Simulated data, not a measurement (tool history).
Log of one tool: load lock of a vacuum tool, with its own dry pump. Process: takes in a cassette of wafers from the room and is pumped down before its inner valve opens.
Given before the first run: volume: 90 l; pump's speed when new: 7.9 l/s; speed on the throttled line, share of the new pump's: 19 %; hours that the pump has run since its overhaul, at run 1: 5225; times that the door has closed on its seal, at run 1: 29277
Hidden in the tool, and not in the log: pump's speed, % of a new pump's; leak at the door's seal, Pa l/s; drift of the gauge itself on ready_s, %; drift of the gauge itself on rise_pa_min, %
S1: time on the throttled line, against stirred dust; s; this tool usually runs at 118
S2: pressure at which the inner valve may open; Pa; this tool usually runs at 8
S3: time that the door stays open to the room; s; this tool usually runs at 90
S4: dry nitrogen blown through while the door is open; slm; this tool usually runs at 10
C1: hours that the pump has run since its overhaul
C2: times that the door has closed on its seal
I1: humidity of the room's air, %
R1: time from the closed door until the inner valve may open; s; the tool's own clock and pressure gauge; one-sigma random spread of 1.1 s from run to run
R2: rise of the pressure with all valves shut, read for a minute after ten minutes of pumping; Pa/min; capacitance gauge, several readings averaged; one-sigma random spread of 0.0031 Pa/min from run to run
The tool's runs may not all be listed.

{"run": 1, "hour": 0.0, "S1": 118, "S2": 8, "S3": 90, "S4": 10, "C1": 5225, "C2": 29277, "I1": 45.9, "R1": 204.1, "R2": 0.062}
{"run": 2, "hour": 79.4, "S1": 118, "S2": 8, "S3": 90, "S4": 10, "C1": 5304, "C2": 29588, "I1": 45.5, "R1": 204.6, "R2": 0.065}
{"run": 3, "hour": 172.1, "S1": 118, "S2": 8, "S3": 90, "S4": 10, "C1": 5397, "C2": 29952, "I1": 43.4, "R1": 203.7, "R2": 0.064}
{"run": 4, "hour": 257.3, "S1": 118, "S2": 8, "S3": 90, "S4": 10, "C1": 5482, "C2": 30286, "I1": 46.6, "R1": 203.8, "R2": 0.058}
{"run": 5, "hour": 418.7, "S1": 118, "S2": 8, "S3": 90, "S4": 10, "C1": 5644, "C2": 30919, "I1": 44.1, "R1": 205.8, "R2": 0.062}
{"run": 6, "hour": 586.6, "S1": 118, "S2": 8, "S3": 90, "S4": 10, "C1": 5811, "C2": 31578, "I1": 45.1, "R1": 204.2, "R2": 0.062}
{"hour": 660.6, "done": "door's seal changed, seat wiped"}
{"run": 7, "hour": 713.6, "S1": 118, "S2": 8, "S3": 90, "S4": 10, "C1": 5937, "C2": 208, "I1": 44.5, "R1": 202.3, "R2": 0.065}
{"run": 8, "hour": 786.5, "S1": 118, "S2": 8, "S3": 217, "S4": 10, "C1": 6010, "C2": 494, "I1": 48.0, "R1": 204.1, "R2": 0.137}
{"run": 9, "hour": 925.2, "S1": 118, "S2": 8, "S3": 217, "S4": 10, "C1": 6149, "C2": 1038, "I1": 48.1, "R1": 204.7, "R2": 0.13}
{"run": 10, "hour": 1100.8, "S1": 118, "S2": 8, "S3": 217, "S4": 10, "C1": 6324, "C2": 1727, "I1": 48.2, "R1": 203.8, "R2": 0.135}
{"run": 11, "hour": 1237.7, "S1": 118, "S2": 8, "S3": 128, "S4": 10, "C1": 6461, "C2": 2264, "I1": 47.4, "R1": 205.1, "R2": 0.088}
{"run": 12, "hour": 1343.7, "S1": 118, "S2": 8, "S3": 78, "S4": 10, "C1": 6567, "C2": 2680, "I1": 42.4, "R1": 204.5, "R2": 0.051}
{"run": 13, "hour": 1486.1, "S1": 118, "S2": 8, "S3": 78, "S4": 10, "C1": 6709, "C2": 3238, "I1": 42.8, "R1": 204.2, "R2": 0.053}
{"run": 14, "hour": 1657.9, "S1": 118, "S2": 8, "S3": 25, "S4": 10, "C1": 6881, "C2": 3912, "I1": 39.6, "R1": 204.6, "R2": 0.023}
{"run": 15, "hour": 1762.2, "S1": 118, "S2": 8, "S3": 25, "S4": 10, "C1": 6986, "C2": 4321, "I1": 41.2, "R1": 205.4, "R2": 0.02}
{"run": 16, "hour": 1861.3, "S1": 118, "S2": 8, "S3": 25, "S4": 10, "C1": 7085, "C2": 4710, "I1": 45.5, "R1": 203.4, "R2": 0.025}
{"run": 17, "hour": 2011.1, "S1": 118, "S2": 8, "S3": 125, "S4": 10, "C1": 7234, "C2": 5298, "I1": 47.7, "R1": 205.2, "R2": 0.083}
{"run": 18, "hour": 2149.1, "S1": 118, "S2": 8, "S3": 125, "S4": 10, "C1": 7372, "C2": 5839, "I1": 45.6, "R1": 202.1, "R2": 0.081}
{"run": 19, "hour": 2318.8, "S1": 118, "S2": 15, "S3": 73, "S4": 10, "C1": 7542, "C2": 6505, "I1": 42.4, "R1": 197.9, "R2": 0.048}
{"run": 20, "hour": 2483.9, "S1": 140, "S2": 12, "S3": 239, "S4": 36, "C1": 7707, "C2": 7153, "I1": 41.9, "R1": 217.1, "R2": 0.07}
{"run": 21, "hour": 2563.3, "S1": 69, "S2": 11, "S3": 239, "S4": 16, "C1": 7787, "C2": 7464, "I1": 44.6, "R1": 160.3, "R2": 0.108}
{"run": 22, "hour": 2700.4, "S1": 69, "S2": 11, "S3": 239, "S4": 16, "C1": 7924, "C2": 8002, "I1": 44.0, "R1": 160.3, "R2": 0.109}
{"run": 23, "hour": 2868.5, "S1": 118, "S2": 12, "S3": 76, "S4": 10, "C1": 8092, "C2": 8661, "I1": 42.2, "R1": 198.8, "R2": 0.052}
{"run": 24, "hour": 3028.3, "S1": 118, "S2": 12, "S3": 52, "S4": 19, "C1": 8252, "C2": 9288, "I1": 47.4, "R1": 199.3, "R2": 0.03}
{"run": 25, "hour": 3112.5, "S1": 93, "S2": 8, "S3": 235, "S4": 10, "C1": 8336, "C2": 9618, "I1": 46.4, "R1": 184.3, "R2": 0.137}
{"run": 26, "hour": 3200.4, "S1": 91, "S2": 8, "S3": 205, "S4": 22, "C1": 8424, "C2": 9963, "I1": 44.8, "R1": 183.0, "R2": 0.088}
{"run": 27, "hour": 3310.2, "S1": 71, "S2": 8, "S3": 220, "S4": 10, "C1": 8534, "C2": 10394, "I1": 43.2, "R1": 166.0, "R2": 0.119}
{"run": 28, "hour": 3413.3, "S1": 101, "S2": 6, "S3": 90, "S4": 33, "C1": 8637, "C2": 10798, "I1": 45.7, "R1": 195.0, "R2": 0.035}
{"run": 29, "hour": 3503.9, "S1": 101, "S2": 6, "S3": 90, "S4": 33, "C1": 8727, "C2": 11153, "I1": 47.1, "R1": 192.8, "R2": 0.037}
{"run": 30, "hour": 3678.7, "S1": 118, "S2": 13, "S3": 129, "S4": 10, "C1": 8902, "C2": 11839, "I1": 44.9, "R1": 198.5, "R2": 0.077}
{"run": 31, "hour": 3834.9, "S1": 118, "S2": 8, "S3": 90, "S4": 6, "C1": 9058, "C2": 12452, "I1": 45.3, "R1": 203.9, "R2": 0.071}
{"run": 32, "hour": 3989.4, "S1": 118, "S2": 8, "S3": 34, "S4": 26, "C1": 9213, "C2": 13058, "I1": 41.9, "R1": 204.6, "R2": 0.02}
{"run": 33, "hour": 4070.2, "S1": 118, "S2": 7, "S3": 90, "S4": 10, "C1": 9294, "C2": 13375, "I1": 40.5, "R1": 204.1, "R2": 0.057}
{"run": 34, "hour": 4182.1, "S1": 118, "S2": 13, "S3": 72, "S4": 10, "C1": 9405, "C2": 13814, "I1": 43.3, "R1": 198.5, "R2": 0.047}
{"run": 35, "hour": 4336.7, "S1": 118, "S2": 13, "S3": 72, "S4": 10, "C1": 9560, "C2": 14420, "I1": 45.4, "R1": 197.9, "R2": 0.053}
{"run": 36, "hour": 4450.8, "S1": 118, "S2": 9, "S3": 72, "S4": 10, "C1": 9674, "C2": 14868, "I1": 46.1, "R1": 201.5, "R2": 0.046}

Forecast each of these 4 alternatives for the next run:
{"run": "A", "hour": 4590.3, "S1": 118, "S2": 7, "S3": 72, "S4": 27, "C1": 9814, "C2": 15415, "I1": 44.0, "R1": "?", "R2": "?"}
{"run": "B", "hour": 4590.3, "S1": 118, "S2": 9, "S3": 183, "S4": 6, "C1": 9814, "C2": 15415, "I1": 47.4, "R1": "?", "R2": "?"}
{"run": "C", "hour": 4590.3, "S1": 78, "S2": 8, "S3": 90, "S4": 10, "C1": 9814, "C2": 15415, "I1": 47.8, "R1": "?", "R2": "?"}
{"run": "D", "hour": 4590.3, "S1": 92, "S2": 6, "S3": 90, "S4": 12, "C1": 9814, "C2": 15415, "I1": 45.7, "R1": "?", "R2": "?"}

run=A R1=205.6 R2=0.033
run=B R1=203.5 R2=0.133
run=C R1=172.1 R2=0.066
run=D R1=186.0 R2=0.068
With the hidden condition removed and each run's random variation left untouched, the same runs would have given:
run=A R1=205.5 R2=0.033
run=B R1=203.5 R2=0.132
run=C R1=172.0 R2=0.066
run=D R1=185.9 R2=0.067

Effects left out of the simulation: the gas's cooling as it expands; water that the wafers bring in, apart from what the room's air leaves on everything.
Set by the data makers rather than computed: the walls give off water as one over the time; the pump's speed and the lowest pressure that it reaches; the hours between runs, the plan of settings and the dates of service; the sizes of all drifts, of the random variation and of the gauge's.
